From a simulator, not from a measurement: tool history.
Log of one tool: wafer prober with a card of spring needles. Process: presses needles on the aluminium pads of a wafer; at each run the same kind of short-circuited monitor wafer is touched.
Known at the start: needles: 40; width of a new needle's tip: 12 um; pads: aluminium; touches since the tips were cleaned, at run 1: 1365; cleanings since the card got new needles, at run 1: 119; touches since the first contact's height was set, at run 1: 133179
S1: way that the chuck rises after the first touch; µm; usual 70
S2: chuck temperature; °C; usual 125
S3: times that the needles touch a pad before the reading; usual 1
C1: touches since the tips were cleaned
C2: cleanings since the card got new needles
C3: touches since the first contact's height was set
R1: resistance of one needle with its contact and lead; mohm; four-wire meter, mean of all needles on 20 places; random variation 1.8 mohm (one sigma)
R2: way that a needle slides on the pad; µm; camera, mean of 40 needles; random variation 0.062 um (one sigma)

run 1 day=0.000 | S1=70 S2=125 S3=1 | C1=1365 C2=119 C3=133179 | R1=195 R2=16.46
-- day=0.129 height of the first contact set anew
-- day=0.358 tips cleaned on abrasive film
-- day=0.875 tips cleaned on abrasive film
-- day=1.350 tips cleaned on abrasive film
run 2 day=1.504 | S1=70 S2=125 S3=1 | C1=1628 C2=122 C3=14625 | R1=191 R2=16.36
-- day=1.817 tips cleaned on abrasive film
-- day=2.358 tips cleaned on abrasive film
run 3 day=2.571 | S1=70 S2=125 S3=1 | C1=2280 C2=124 C3=25998 | R1=189 R2=16.42
-- day=2.867 tips cleaned on abrasive film
-- day=3.358 tips cleaned on abrasive film
-- day=3.842 tips cleaned on abrasive film
run 4 day=3.842 | S1=70 S2=125 S3=1 | C1=0 C2=127 C3=39502 | R1=190 R2=16.49
-- day=4.379 tips cleaned on abrasive film
-- day=4.900 tips cleaned on abrasive film
run 5 day=5.150 | S1=70 S2=125 S3=1 | C1=2706 C2=129 C3=53485 | R1=188 R2=16.38
-- day=5.383 tips cleaned on abrasive film
-- day=5.846 tips cleaned on abrasive film
run 6 day=6.279 | S1=70 S2=125 S3=1 | C1=4617 C2=131 C3=65492 | R1=193 R2=16.29
-- day=6.367 tips cleaned on abrasive film
-- day=6.917 tips cleaned on abrasive film
run 7 day=7.350 | S1=70 S2=125 S3=1 | C1=4627 C2=133 C3=76901 | R1=189 R2=16.39
-- day=7.446 tips cleaned on abrasive film
-- day=7.933 tips cleaned on abrasive film
run 8 day=8.258 | S1=70 S2=125 S3=1 | C1=3481 C2=135 C3=86551 | R1=188 R2=16.36
-- day=8.492 tips cleaned on abrasive film
-- day=9.017 tips cleaned on abrasive film
-- day=9.496 tips cleaned on abrasive film
run 9 day=9.588 | S1=70 S2=125 S3=1 | C1=967 C2=138 C3=100692 | R1=189 R2=16.38
-- day=9.958 tips cleaned on abrasive film
-- day=10.479 tips cleaned on abrasive film
-- day=10.946 tips cleaned on abrasive film
run 10 day=10.946 | S1=70 S2=66 S3=1 | C1=0 C2=141 C3=115144 | R1=174 R2=16.32
-- day=11.450 tips cleaned on abrasive film
run 11 day=11.679 | S1=70 S2=66 S3=1 | C1=2477 C2=142 C3=122988 | R1=178 R2=16.27
-- day=12.012 tips cleaned on abrasive film
run 12 day=12.450 | S1=70 S2=66 S3=1 | C1=4695 C2=143 C3=131205 | R1=177 R2=16.39
-- day=12.529 tips cleaned on abrasive film
-- day=12.771 height of the first contact set anew
-- day=13.062 tips cleaned on abrasive film
-- day=13.579 tips cleaned on abrasive film
run 13 day=13.800 | S1=70 S2=66 S3=1 | C1=2354 C2=146 C3=10949 | R1=175 R2=16.38
-- day=14.096 tips cleaned on abrasive film
-- day=14.583 tips cleaned on abrasive film
run 14 day=14.888 | S1=70 S2=66 S3=1 | C1=3268 C2=148 C3=22520 | R1=176 R2=16.33
-- day=15.079 tips cleaned on abrasive film
-- day=15.588 tips cleaned on abrasive film
run 15 day=15.862 | S1=70 S2=66 S3=1 | C1=2945 C2=150 C3=32915 | R1=178 R2=16.38
-- day=16.096 tips cleaned on abrasive film
-- day=16.579 tips cleaned on abrasive film
run 16 day=16.858 | S1=70 S2=66 S3=1 | C1=3033 C2=152 C3=43530 | R1=174 R2=16.24
-- day=17.112 tips cleaned on abrasive film
-- day=17.617 tips cleaned on abrasive film
run 17 day=17.929 | S1=70 S2=66 S3=1 | C1=3381 C2=154 C3=54928 | R1=179 R2=16.20
-- day=18.125 tips cleaned on abrasive film
-- day=18.596 tips cleaned on abrasive film
run 18 day=18.842 | S1=70 S2=34 S3=2 | C1=2615 C2=156 C3=64623 | R1=169 R2=16.22
-- day=19.150 tips cleaned on abrasive film
run 19 day=19.558 | S1=73 S2=42 S3=1 | C1=4394 C2=157 C3=72274 | R1=171 R2=17.04
-- day=19.679 tips cleaned on abrasive film
-- day=20.192 tips cleaned on abrasive film
run 20 day=20.567 | S1=73 S2=42 S3=1 | C1=4020 C2=159 C3=82997 | R1=175 R2=17.04
-- day=20.683 tips cleaned on abrasive film
-- day=21.212 tips cleaned on abrasive film
-- day=21.679 tips cleaned on abrasive film
run 21 day=21.692 | S1=73 S2=64 S3=2 | C1=135 C2=162 C3=94958 | R1=177 R2=16.89
-- day=22.167 tips cleaned on abrasive film
-- day=22.675 tips cleaned on abrasive film
-- day=23.217 tips cleaned on abrasive film
run 22 day=23.217 | S1=89 S2=35 S3=1 | C1=0 C2=165 C3=111167 | R1=169 R2=20.81
-- day=23.725 tips cleaned on abrasive film
run 23 day=23.971 | S1=89 S2=59 S3=1 | C1=2658 C2=166 C3=119252 | R1=175 R2=20.65
-- day=24.288 tips cleaned on abrasive film
-- day=24.788 tips cleaned on abrasive film
run 24 day=24.925 | S1=83 S2=125 S3=1 | C1=1460 C2=168 C3=129395 | R1=185 R2=19.26
-- day=25.354 tips cleaned on abrasive film
-- day=25.479 height of the first contact set anew
run 25 day=25.788 | S1=83 S2=125 S3=1 | C1=4522 C2=169 C3=3290 | R1=191 R2=19.32
-- day=25.867 tips cleaned on abrasive film
-- day=26.367 tips cleaned on abrasive film
run 26 day=26.479 | S1=56 S2=78 S3=1 | C1=1222 C2=171 C3=10656 | R1=184 R2=13.03
-- day=26.938 tips cleaned on abrasive film
-- day=27.462 tips cleaned on abrasive film
run 27 day=27.888 | S1=70 S2=52 S3=2 | C1=4537 C2=173 C3=25661 | R1=176 R2=16.29
-- day=28.004 tips cleaned on abrasive film
-- day=28.546 tips cleaned on abrasive film
run 28 day=28.604 | S1=70 S2=52 S3=2 | C1=626 C2=175 C3=33253 | R1=175 R2=16.22
-- day=29.038 tips cleaned on abrasive film
-- day=29.604 tips cleaned on abrasive film
-- day=30.075 tips cleaned on abrasive film
run 29 day=30.075 | S1=70 S2=52 S3=2 | C1=0 C2=178 C3=48916 | R1=173 R2=16.22

Hidden state at the last listed run before each entry between runs and at the first one after, where it differs:
Between runs 1 and 2: height of the first contact set anew (day 0.129); tips cleaned on abrasive film (day 0.358); tips cleaned on abrasive film (day 0.875); tips cleaned on abrasive film (day 1.350)
  debris on the tips, nm: 0.5 -> 0.6; way that the needles fall short of the set height, um: 0.02 -> 0; tips' diameter, um: 12.03 -> 12.04; drift of the gauge itself on scrub_um, %: 0 -> -0.08
  measured less the result without the state, R2: -0.01 -> -0.01 µm
Between runs 2 and 3: tips cleaned on abrasive film (day 1.817); tips cleaned on abrasive film (day 2.358)
  debris on the tips, nm: 0.6 -> 0.7; drift of the gauge itself on scrub_um, %: -0.08 -> -0.13
  measured less the result without the state, R2: -0.01 -> -0.02 µm
Between runs 3 and 4: tips cleaned on abrasive film (day 2.867); tips cleaned on abrasive film (day 3.358); tips cleaned on abrasive film (day 3.842)
  debris on the tips, nm: 0.7 -> 0.1; way that the needles fall short of the set height, um: 0 -> 0.01; drift of the gauge itself on scrub_um, %: -0.13 -> -0.2
  measured less the result without the state, R2: -0.02 -> -0.03 µm
Between runs 4 and 5: tips cleaned on abrasive film (day 4.379); tips cleaned on abrasive film (day 4.900)
  debris on the tips, nm: 0.1 -> 0.8; drift of the gauge itself on scrub_um, %: -0.2 -> -0.27
  measured less the result without the state, R2: -0.03 -> -0.05 µm
Between runs 5 and 6: tips cleaned on abrasive film (day 5.383); tips cleaned on abrasive film (day 5.846)
  debris on the tips, nm: 0.8 -> 1.1; drift of the gauge itself on scrub_um, %: -0.27 -> -0.32
  measured less the result without the state, R2: -0.05 -> -0.05 µm
Between runs 6 and 7: tips cleaned on abrasive film (day 6.367); tips cleaned on abrasive film (day 6.917)
  drift of the gauge itself on scrub_um, %: -0.32 -> -0.38
  measured less the result without the state, R2: -0.05 -> -0.07 µm
Between runs 7 and 8: tips cleaned on abrasive film (day 7.446); tips cleaned on abrasive film (day 7.933)
  debris on the tips, nm: 1.1 -> 0.9; drift of the gauge itself on scrub_um, %: -0.38 -> -0.43
  measured less the result without the state, R2: -0.07 -> -0.07 µm
Between runs 8 and 9: tips cleaned on abrasive film (day 8.492); tips cleaned on abrasive film (day 9.017); tips cleaned on abrasive film (day 9.496)
  debris on the tips, nm: 0.9 -> 0.4; way that the needles fall short of the set height, um: 0.01 -> 0.02; drift of the gauge itself on scrub_um, %: -0.43 -> -0.5
  measured less the result without the state, R2: -0.07 -> -0.08 µm
Between runs 9 and 10: tips cleaned on abrasive film (day 9.958); tips cleaned on abrasive film (day 10.479); tips cleaned on abrasive film (day 10.946)
  debris on the tips, nm: 0.4 -> 0.1; drift of the gauge itself on scrub_um, %: -0.5 -> -0.57
  measured less the result without the state, R2: -0.08 -> -0.09 µm
Between runs 10 and 11: tips cleaned on abrasive film (day 11.450)
  debris on the tips, nm: 0.1 -> 0.8; drift of the gauge itself on scrub_um, %: -0.57 -> -0.6
  measured less the result without the state, R2: -0.09 -> -0.11 µm
Between runs 11 and 12: tips cleaned on abrasive film (day 12.012)
  debris on the tips, nm: 0.8 -> 1.1; drift of the gauge itself on scrub_um, %: -0.6 -> -0.64
  measured less the result without the state, R2: -0.11 -> -0.11 µm
Between runs 12 and 13: tips cleaned on abrasive film (day 12.529); height of the first contact set anew (day 12.771); tips cleaned on abrasive film (day 13.062); tips cleaned on abrasive film (day 13.579)
  debris on the tips, nm: 1.1 -> 0.8; way that the needles fall short of the set height, um: 0.02 -> 0; drift of the gauge itself on scrub_um, %: -0.64 -> -0.71
  measured less the result without the state, R2: -0.11 -> -0.11 µm
Between runs 13 and 14: tips cleaned on abrasive film (day 14.096); tips cleaned on abrasive film (day 14.583)
  debris on the tips, nm: 0.8 -> 1; drift of the gauge itself on scrub_um, %: -0.71 -> -0.77
  measured less the result without the state, R2: -0.11 -> -0.12 µm
Between runs 14 and 15: tips cleaned on abrasive film (day 15.079); tips cleaned on abrasive film (day 15.588)
  debris on the tips, nm: 1 -> 0.9; drift of the gauge itself on scrub_um, %: -0.77 -> -0.82
  measured less the result without the state, R2: -0.12 -> -0.14 µm
Between runs 15 and 16: tips cleaned on abrasive film (day 16.096); tips cleaned on abrasive film (day 16.579)
  way that the needles fall short of the set height, um: 0 -> 0.01; drift of the gauge itself on scrub_um, %: -0.82 -> -0.87
  measured less the result without the state, R2: -0.14 -> -0.14 µm
Between runs 16 and 17: tips cleaned on abrasive film (day 17.112); tips cleaned on abrasive film (day 17.617)
  debris on the tips, nm: 0.9 -> 1; drift of the gauge itself on scrub_um, %: -0.87 -> -0.93
  measured less the result without the state, R2: -0.14 -> -0.16 µm
Between runs 17 and 18: tips cleaned on abrasive film (day 18.125); tips cleaned on abrasive film (day 18.596)
  debris on the tips, nm: 1 -> 0.7; tips' diameter, um: 12.04 -> 12.05; drift of the gauge itself on scrub_um, %: -0.93 -> -0.98
  measured less the result without the state, R2: -0.16 -> -0.17 µm
Between runs 18 and 19: tips cleaned on abrasive film (day 19.150)
  debris on the tips, nm: 0.7 -> 1.1; drift of the gauge itself on scrub_um, %: -0.98 -> -1.01
  measured less the result without the state, R2: -0.17 -> -0.18 µm
Between runs 19 and 20: tips cleaned on abrasive film (day 19.679); tips cleaned on abrasive film (day 20.192)
  debris on the tips, nm: 1.1 -> 1; drift of the gauge itself on scrub_um, %: -1.01 -> -1.06
  measured less the result without the state, R2: -0.18 -> -0.18 µm
Between runs 20 and 21: tips cleaned on abrasive film (day 20.683); tips cleaned on abrasive film (day 21.212); tips cleaned on abrasive film (day 21.679)
  debris on the tips, nm: 1 -> 0.2; way that the needles fall short of the set height, um: 0.01 -> 0.02; drift of the gauge itself on scrub_um, %: -1.06 -> -1.12
  measured less the result without the state, R2: -0.18 -> -0.19 µm
Between runs 21 and 22: tips cleaned on abrasive film (day 22.167); tips cleaned on abrasive film (day 22.675); tips cleaned on abrasive film (day 23.217)
  debris on the tips, nm: 0.2 -> 0.1; drift of the gauge itself on scrub_um, %: -1.12 -> -1.2
  measured less the result without the state, R2: -0.19 -> -0.26 µm
Between runs 22 and 23: tips cleaned on abrasive film (day 23.725)
  debris on the tips, nm: 0.1 -> 0.9; drift of the gauge itself on scrub_um, %: -1.2 -> -1.24
  measured less the result without the state, R2: -0.26 -> -0.27 µm
Between runs 23 and 24: tips cleaned on abrasive film (day 24.288); tips cleaned on abrasive film (day 24.788)
  debris on the tips, nm: 0.9 -> 0.6; drift of the gauge itself on scrub_um, %: -1.24 -> -1.29
  measured less the result without the state, R2: -0.27 -> -0.25 µm
Between runs 24 and 25: tips cleaned on abrasive film (day 25.354); height of the first contact set anew (day 25.479)
  debris on the tips, nm: 0.6 -> 1.1; way that the needles fall short of the set height, um: 0.02 -> 0; drift of the gauge itself on scrub_um, %: -1.29 -> -1.33
  measured less the result without the state, R2: -0.25 -> -0.26 µm
Between runs 25 and 26: tips cleaned on abrasive film (day 25.867); tips cleaned on abrasive film (day 26.367)
  debris on the tips, nm: 1.1 -> 0.4; drift of the gauge itself on scrub_um, %: -1.33 -> -1.37
  measured less the result without the state, R2: -0.26 -> -0.18 µm
Between runs 26 and 27: tips cleaned on abrasive film (day 26.938); tips cleaned on abrasive film (day 27.462)
  debris on the tips, nm: 0.4 -> 1.1; drift of the gauge itself on scrub_um, %: -1.37 -> -1.44
  measured less the result without the state, R2: -0.18 -> -0.24 µm
Between runs 27 and 28: tips cleaned on abrasive film (day 28.004); tips cleaned on abrasive film (day 28.546)
  debris on the tips, nm: 1.1 -> 0.3; drift of the gauge itself on scrub_um, %: -1.44 -> -1.48
  measured less the result without the state, R2: -0.24 -> -0.24 µm
Between runs 28 and 29: tips cleaned on abrasive film (day 29.038); tips cleaned on abrasive film (day 29.604); tips cleaned on abrasive film (day 30.075)
  debris on the tips, nm: 0.3 -> 0.1; way that the needles fall short of the set height, um: 0 -> 0.01; drift of the gauge itself on scrub_um, %: -1.48 -> -1.56
  measured less the result without the state, R2: -0.24 -> -0.26 µm
